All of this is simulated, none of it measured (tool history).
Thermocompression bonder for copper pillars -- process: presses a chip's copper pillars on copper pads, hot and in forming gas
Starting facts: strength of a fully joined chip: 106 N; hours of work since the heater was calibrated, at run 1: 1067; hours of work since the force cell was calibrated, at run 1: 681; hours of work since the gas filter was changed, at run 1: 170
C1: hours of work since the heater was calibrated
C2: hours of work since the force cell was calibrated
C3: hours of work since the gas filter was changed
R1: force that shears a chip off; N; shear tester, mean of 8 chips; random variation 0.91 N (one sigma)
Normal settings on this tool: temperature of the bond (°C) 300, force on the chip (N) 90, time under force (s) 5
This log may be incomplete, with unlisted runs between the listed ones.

Run 1, hour 0: usual settings; C1 1067; C2 681; C3 170. Result: R1 74.4 N.
Run 2, hour 18.1: usual settings; C1 1076; C2 689; C3 178. Result: R1 74.2 N.
Run 3, hour 36: usual settings; C1 1084; C2 698; C3 187. Result: R1 76.3 N.
Run 4, hour 63: usual settings but temperature of the bond (°C) 320; C1 1098; C2 712; C3 201. Result: R1 86.4 N.
Run 5, hour 80: usual settings but temperature of the bond (°C) 320; C1 1106; C2 720; C3 209. Result: R1 86.4 N.
Run 6, hour 104.1: usual settings but time under force (s) 12; C1 1118; C2 732; C3 221. Result: R1 86.8 N.
Run 7, hour 121: usual settings but time under force (s) 12; C1 1127; C2 740; C3 229. Result: R1 87.5 N.
Run 8, hour 150.5: usual settings but time under force (s) 8; C1 1141; C2 755; C3 244. Result: R1 80.8 N.
Run 9, hour 174.9: usual settings but temperature of the bond (°C) 287; C1 1153; C2 767; C3 256. Result: R1 65 N.
Run 10, hour 191: usual settings but temperature of the bond (°C) 296; C1 1161; C2 775; C3 264. Result: R1 72 N.
Run 11, hour 220.5: usual settings but temperature of the bond (°C) 296; C1 1176; C2 790; C3 279. Result: R1 70.7 N.
Run 12, hour 238.6: usual settings but temperature of the bond (°C) 296; C1 1185; C2 799; C3 288. Result: R1 70.3 N.
Run 13, hour 263: usual settings but temperature of the bond (°C) 296; C1 1197; C2 811; C3 300. Result: R1 71.3 N.
Run 14, hour 294.5: usual settings but temperature of the bond (°C) 318; C1 1212; C2 826; C3 315. Result: R1 81.2 N.
Run 15, hour 326.7: usual settings but temperature of the bond (°C) 318; C1 1228; C2 842; C3 331. Result: R1 83.2 N.
Run 16, hour 362.7: usual settings but temperature of the bond (°C) 318, time under force (s) 10; C1 1246; C2 860; C3 349. Result: R1 87.7 N.
Run 17, hour 393.4: usual settings but temperature of the bond (°C) 318, time under force (s) 10; C1 1261; C2 875; C3 364. Result: R1 88.8 N.
At hour 423.3: forming gas filter changed.
Run 18, hour 428.5: usual settings but temperature of the bond (°C) 318, time under force (s) 10; C1 1278; C2 892; C3 3. Result: R1 95.4 N.
Run 19, hour 452: usual settings but temperature of the bond (°C) 318, time under force (s) 10; C1 1290; C2 904; C3 14. Result: R1 99 N.
Run 20, hour 478.9: usual settings but temperature of the bond (°C) 318, time under force (s) 10; C1 1303; C2 917; C3 28. Result: R1 97.9 N.
Run 21, hour 507.2: usual settings but temperature of the bond (°C) 327, force on the chip (N) 73, time under force (s) 7; C1 1317; C2 931; C3 42. Result: R1 92.1 N.
Run 22, hour 532.5: usual settings but temperature of the bond (°C) 306, force on the chip (N) 83, time under force (s) 8; C1 1330; C2 944; C3 54. Result: R1 88.6 N.
Run 23, hour 552.5: usual settings but temperature of the bond (°C) 289, force on the chip (N) 93; C1 1340; C2 954; C3 64. Result: R1 72.9 N.
Run 24, hour 587.1: usual settings but temperature of the bond (°C) 289, force on the chip (N) 93; C1 1357; C2 971; C3 81. Result: R1 72.2 N.
Run 25, hour 610.6: usual settings but temperature of the bond (°C) 327, force on the chip (N) 56, time under force (s) 3; C1 1368; C2 982; C3 93. Result: R1 71.2 N.
At hour 614.9: force cell calibrated.
Run 26, hour 640.7: usual settings but temperature of the bond (°C) 327, force on the chip (N) 122, time under force (s) 3; C1 1383; C2 13; C3 107. Result: R1 91.3 N.
Run 27, hour 658.1: usual settings but temperature of the bond (°C) 327, force on the chip (N) 122, time under force (s) 3; C1 1391; C2 21; C3 115. Result: R1 89.4 N.
At hour 684.6: force cell calibrated, once more.
Run 28, hour 684.6: usual settings but temperature of the bond (°C) 327, force on the chip (N) 122, time under force (s) 3; C1 1404; C2 0; C3 128. Result: R1 89.6 N.
Run 29, hour 715.7: usual settings but temperature of the bond (°C) 308, force on the chip (N) 78, time under force (s) 12; C1 1419; C2 15; C3 143. Result: R1 89.1 N.
Run 30, hour 743.8: usual settings but temperature of the bond (°C) 308, force on the chip (N) 78, time under force (s) 12; C1 1433; C2 29; C3 157. Result: R1 89.7 N.
Run 31, hour 765.5: usual settings but temperature of the bond (°C) 305, force on the chip (N) 78, time under force (s) 3; C1 1444; C2 40; C3 168. Result: R1 66 N.
Run 32, hour 790.1: usual settings but time under force (s) 3; C1 1456; C2 52; C3 180. Result: R1 65.7 N.
Run 33, hour 827.3: usual settings but temperature of the bond (°C) 313, time under force (s) 9; C1 1474; C2 71; C3 198. Result: R1 88.7 N.
Run 34, hour 864.4: usual settings but force on the chip (N) 133, time under force (s) 3; C1 1493; C2 89; C3 217. Result: R1 76.5 N.
Run 35, hour 900.4: usual settings but temperature of the bond (°C) 291, time under force (s) 4; C1 1510; C2 107; C3 235. Result: R1 65.7 N.
Run 36, hour 922.6: usual settings but temperature of the bond (°C) 291, force on the chip (N) 59, time under force (s) 3; C1 1521; C2 118; C3 246. Result: R1 46.5 N.
Run 37, hour 958.9: usual settings but temperature of the bond (°C) 291, force on the chip (N) 59, time under force (s) 3; C1 1539; C2 136; C3 264. Result: R1 47.1 N.
Run 38, hour 977: usual settings but force on the chip (N) 94; C1 1548; C2 145; C3 272. Result: R1 74.8 N.
Run 39, hour 1003.6: usual settings but force on the chip (N) 94; C1 1561; C2 158; C3 286. Result: R1 74.1 N.
Run 40, hour 1021.2: usual settings but temperature of the bond (°C) 272, force on the chip (N) 74, time under force (s) 3; C1 1570; C2 167; C3 294. Result: R1 42.2 N.

Difference, measured minus no-hidden-state, one row per run. Run-to-run variation is common to both terms; the gauge's own scatter need not be:
Hidden conditions of the tool in this case: true temperature of the bond over the reading, C; force that reaches the chip, % of what is set; oxide that the forming gas leaves, % of the face; drift of the gauge itself on shear_n, %.
run    R1
  1  -1.4
  2  -1.6
  3  -1.7
  4  -3.2
  5  -3.3
  6  -3.8
  7    -4
  8  -3.6
  9  -2.1
 10  -2.9
 11  -3.1
 12  -3.2
 13  -3.5
 14  -5.5
 15    -6
 16  -7.9
 17  -8.3
 18  +1.5
 19  +1.2
 20    +1
 21  +1.1
 22  +1.4
 23  +2.2
 24  +1.9
 25  +1.5
 26  -0.1
 27  -0.2
 28  -1.7
 29    -2
 30  -2.4
 31  -0.6
 32  -0.8
 33  -3.5
 34  -2.3
 35  -1.6
 36  -0.7
 37    -1
 38  -3.3
 39  -3.6
 40  -0.9
